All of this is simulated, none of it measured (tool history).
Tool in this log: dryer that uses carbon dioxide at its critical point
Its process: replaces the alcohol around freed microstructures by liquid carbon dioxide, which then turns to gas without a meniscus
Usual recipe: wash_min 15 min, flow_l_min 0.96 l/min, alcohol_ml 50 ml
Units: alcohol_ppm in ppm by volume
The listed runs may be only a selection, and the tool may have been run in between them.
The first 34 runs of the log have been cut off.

| run | day | wash_min | flow_l_min | alcohol_ml | alcohol_ppm |
|---|---|---|---|---|---|
| 35 | 14.442 | 15 | 0.659 | 36 | 853 |
| 36 | 14.8 | 15 | 0.923 | 54 | 350 |
| 37 | 15.417 | 13 | 0.923 | 50 | 603 |
| 38 | 15.729 | 23 | 0.644 | 47 | 268 |
| 39 | 16.329 | 22 | 0.644 | 47 | 322 |
| 40 | 16.646 | 15 | 1.414 | 100 | 73 |
| 41 | 17.221 | 19 | 0.96 | 34 | 74 |
| 42 | 17.625 | 10 | 0.625 | 46 | 3469 |
| 43 | 18.292 | 15 | 1.266 | 73 | 107 |
| 44 | 18.604 | 16 | 1.618 | 50 | 33 |
| 45 | 18.988 | 15 | 1.075 | 68 | 243 |

What if the next run were any one of these 3? Each begins from the tool's condition after run 45:
| A | 19.508 | 15 | 0.96 | 22 | ? |
| B | 19.508 | 15 | 0.834 | 55 | ? |
| C | 19.508 | 15 | 0.726 | 68 | ? |

| run | alcohol_ppm |
|---|---|
| A | 144 |
| B | 619 |
| C | 1261 |
Had the tool no hidden state, the same runs would have come out as:
| run | alcohol_ppm |
|---|---|
| A | 56 |
| B | 313 |
| C | 705 |
